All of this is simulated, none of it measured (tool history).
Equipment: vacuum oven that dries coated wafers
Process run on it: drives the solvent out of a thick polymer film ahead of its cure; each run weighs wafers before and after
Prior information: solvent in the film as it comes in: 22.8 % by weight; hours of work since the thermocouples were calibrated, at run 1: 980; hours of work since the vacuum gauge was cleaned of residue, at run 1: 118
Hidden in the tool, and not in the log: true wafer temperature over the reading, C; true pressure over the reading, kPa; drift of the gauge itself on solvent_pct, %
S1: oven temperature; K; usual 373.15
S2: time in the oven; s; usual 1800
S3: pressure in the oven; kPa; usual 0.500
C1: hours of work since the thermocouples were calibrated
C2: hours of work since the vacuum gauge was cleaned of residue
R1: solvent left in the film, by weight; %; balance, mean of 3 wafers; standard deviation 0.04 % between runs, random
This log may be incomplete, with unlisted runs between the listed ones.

{"run": 1, "hour": 0.0, "S1": 373.15, "S2": 1800, "S3": 0.5, "C1": 980, "C2": 118, "R1": 1.38}
{"run": 2, "hour": 11.1, "S1": 373.15, "S2": 1800, "S3": 0.5, "C1": 987, "C2": 125, "R1": 1.3}
{"run": 3, "hour": 27.2, "S1": 373.15, "S2": 1800, "S3": 0.5, "C1": 997, "C2": 135, "R1": 1.33}
{"run": 4, "hour": 36.4, "S1": 373.15, "S2": 1800, "S3": 0.5, "C1": 1003, "C2": 141, "R1": 1.3}
{"run": 5, "hour": 46.8, "S1": 373.15, "S2": 1800, "S3": 0.5, "C1": 1010, "C2": 147, "R1": 1.28}
{"run": 6, "hour": 57.4, "S1": 373.15, "S2": 1800, "S3": 0.5, "C1": 1017, "C2": 154, "R1": 1.35}
{"run": 7, "hour": 69.0, "S1": 373.15, "S2": 1800, "S3": 0.5, "C1": 1024, "C2": 162, "R1": 1.26}
{"run": 8, "hour": 78.8, "S1": 373.15, "S2": 1800, "S3": 0.5, "C1": 1030, "C2": 168, "R1": 1.33}
{"run": 9, "hour": 92.9, "S1": 373.15, "S2": 1800, "S3": 0.5, "C1": 1039, "C2": 177, "R1": 1.32}
{"run": 10, "hour": 99.9, "S1": 373.15, "S2": 1800, "S3": 0.5, "C1": 1044, "C2": 181, "R1": 1.36}
{"run": 11, "hour": 108.6, "S1": 373.15, "S2": 1800, "S3": 0.5, "C1": 1049, "C2": 187, "R1": 1.4}
{"run": 12, "hour": 116.1, "S1": 373.15, "S2": 1800, "S3": 0.678, "C1": 1054, "C2": 192, "R1": 1.48}
{"run": 13, "hour": 123.5, "S1": 373.15, "S2": 1800, "S3": 0.678, "C1": 1059, "C2": 196, "R1": 1.5}
{"run": 14, "hour": 135.4, "S1": 373.15, "S2": 1800, "S3": 0.678, "C1": 1067, "C2": 204, "R1": 1.44}
{"run": 15, "hour": 149.4, "S1": 371.15, "S2": 2100, "S3": 1.021, "C1": 1075, "C2": 213, "R1": 1.73}
{"run": 16, "hour": 162.5, "S1": 379.15, "S2": 1800, "S3": 0.5, "C1": 1084, "C2": 221, "R1": 0.45}
{"run": 17, "hour": 173.1, "S1": 379.15, "S2": 1800, "S3": 0.5, "C1": 1091, "C2": 228, "R1": 0.52}
{"run": 18, "hour": 184.4, "S1": 360.15, "S2": 1800, "S3": 0.284, "C1": 1098, "C2": 235, "R1": 5.97}
{"run": 19, "hour": 198.1, "S1": 380.15, "S2": 1740, "S3": 0.595, "C1": 1107, "C2": 244, "R1": 0.5}
{"run": 20, "hour": 210.9, "S1": 380.15, "S2": 1740, "S3": 0.595, "C1": 1115, "C2": 252, "R1": 0.46}
{"run": 21, "hour": 226.0, "S1": 375.15, "S2": 2100, "S3": 0.672, "C1": 1124, "C2": 262, "R1": 0.83}
{"run": 22, "hour": 233.3, "S1": 375.15, "S2": 1320, "S3": 0.274, "C1": 1129, "C2": 267, "R1": 1.82}
{"run": 23, "hour": 246.5, "S1": 375.15, "S2": 1320, "S3": 0.274, "C1": 1138, "C2": 275, "R1": 1.74}
{"run": 24, "hour": 255.0, "S1": 377.15, "S2": 1080, "S3": 0.697, "C1": 1143, "C2": 280, "R1": 2.31}
{"run": 25, "hour": 262.2, "S1": 381.15, "S2": 1260, "S3": 1.623, "C1": 1148, "C2": 285, "R1": 1.38}
{"run": 26, "hour": 270.2, "S1": 373.15, "S2": 1620, "S3": 1.583, "C1": 1153, "C2": 290, "R1": 2.36}

3 options for the next run, each taken on its own from the tool as it stands now. Forecast them:
{"run": "A", "hour": 284.8, "S1": 373.15, "S2": 1080, "S3": 0.512, "C1": 1162, "C2": 300, "R1": "?"}
{"run": "B", "hour": 284.8, "S1": 366.15, "S2": 1620, "S3": 0.595, "C1": 1162, "C2": 300, "R1": "?"}
{"run": "C", "hour": 284.8, "S1": 385.15, "S2": 1800, "S3": 0.506, "C1": 1162, "C2": 300, "R1": "?"}

run=A R1=3.51
run=B R1=4.11
run=C R1=0.24
Without the tool's unlogged condition, the same runs would have read:
run=A R1=3.56
run=B R1=4.16
run=C R1=0.24
